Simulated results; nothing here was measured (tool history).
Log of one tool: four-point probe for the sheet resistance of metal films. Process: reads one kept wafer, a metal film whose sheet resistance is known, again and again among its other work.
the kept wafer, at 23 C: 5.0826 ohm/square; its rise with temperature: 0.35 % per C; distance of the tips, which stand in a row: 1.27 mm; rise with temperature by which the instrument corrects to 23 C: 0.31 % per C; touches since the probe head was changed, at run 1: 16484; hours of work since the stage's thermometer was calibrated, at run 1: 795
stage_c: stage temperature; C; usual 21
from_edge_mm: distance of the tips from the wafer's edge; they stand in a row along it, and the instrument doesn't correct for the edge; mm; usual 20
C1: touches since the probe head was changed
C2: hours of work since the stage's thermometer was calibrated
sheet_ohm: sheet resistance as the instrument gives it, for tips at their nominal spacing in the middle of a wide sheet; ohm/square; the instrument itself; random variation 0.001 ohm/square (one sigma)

run 1 day=0 | stage_c=21 from_edge_mm=20 | C1=16484 C2=795 | sheet_ohm=5.135908
run 2 day=2.867 | stage_c=21 from_edge_mm=20 | C1=20102 C2=838 | sheet_ohm=5.138909
run 3 day=5.821 | stage_c=30 from_edge_mm=20 | C1=23826 C2=882 | sheet_ohm=5.159104
run 4 day=7.217 | stage_c=30 from_edge_mm=20 | C1=25587 C2=902 | sheet_ohm=5.161
run 5 day=9.154 | stage_c=30 from_edge_mm=20 | C1=28032 C2=931 | sheet_ohm=5.161835
run 6 day=11.3 | stage_c=30 from_edge_mm=20 | C1=30740 C2=963 | sheet_ohm=5.165183
run 7 day=14.371 | stage_c=21 from_edge_mm=56 | C1=34615 C2=1009 | sheet_ohm=5.143192
run 8 day=15.804 | stage_c=21 from_edge_mm=56 | C1=36426 C2=1030 | sheet_ohm=5.141881
run 9 day=17.358 | stage_c=21 from_edge_mm=20 | C1=38385 C2=1053 | sheet_ohm=5.153285
run 10 day=19.15 | stage_c=21 from_edge_mm=20 | C1=40644 C2=1080 | sheet_ohm=5.154942
run 11 day=21.825 | stage_c=21 from_edge_mm=20 | C1=44019 C2=1120 | sheet_ohm=5.156536
run 12 day=23.575 | stage_c=21 from_edge_mm=20 | C1=46228 C2=1146 | sheet_ohm=5.157165
run 13 day=26.554 | stage_c=21 from_edge_mm=20 | C1=49985 C2=1190 | sheet_ohm=5.159711
run 14 day=29.383 | stage_c=20 from_edge_mm=9 | C1=53557 C2=1232 | sheet_ohm=5.204492
run 15 day=31.704 | stage_c=20 from_edge_mm=9 | C1=56485 C2=1267 | sheet_ohm=5.205297
run 16 day=35.033 | stage_c=23 from_edge_mm=65 | C1=60685 C2=1316 | sheet_ohm=5.16376
run 17 day=38.129 | stage_c=26 from_edge_mm=27 | C1=64589 C2=1362 | sheet_ohm=5.175594
run 18 day=41.021 | stage_c=26 from_edge_mm=3 | C1=68241 C2=1405 | sheet_ohm=5.621949
run 19 day=44.333 | stage_c=24 from_edge_mm=11 | C1=72420 C2=1454 | sheet_ohm=5.209003
run 20 day=45.829 | stage_c=24 from_edge_mm=20 | C1=74307 C2=1477 | sheet_ohm=5.184014
run 21 day=48.833 | stage_c=35 from_edge_mm=7 | C1=78093 C2=1521 | sheet_ohm=5.286786
run 22 day=50.529 | stage_c=24 from_edge_mm=8 | C1=80237 C2=1547 | sheet_ohm=5.248684
run 23 day=53.483 | stage_c=24 from_edge_mm=8 | C1=83964 C2=1591 | sheet_ohm=5.248901

3 ways to go on from here, each from the tool as it stands after run 23. What would each give?
run A day=55.004 | stage_c=21 from_edge_mm=29 | C1=85882 C2=1613 | sheet_ohm=?
run B day=55.004 | stage_c=24 from_edge_mm=53 | C1=85882 C2=1613 | sheet_ohm=?
run C day=55.004 | stage_c=20 from_edge_mm=3 | C1=85882 C2=1613 | sheet_ohm=?

run=A sheet_ohm=5.179572
run=B sheet_ohm=5.182978
run=C sheet_ohm=5.62315
Without the tool's hidden state the same runs would have given:
run=A sheet_ohm=5.082559
run=B sheet_ohm=5.085996
run=C sheet_ohm=5.518491
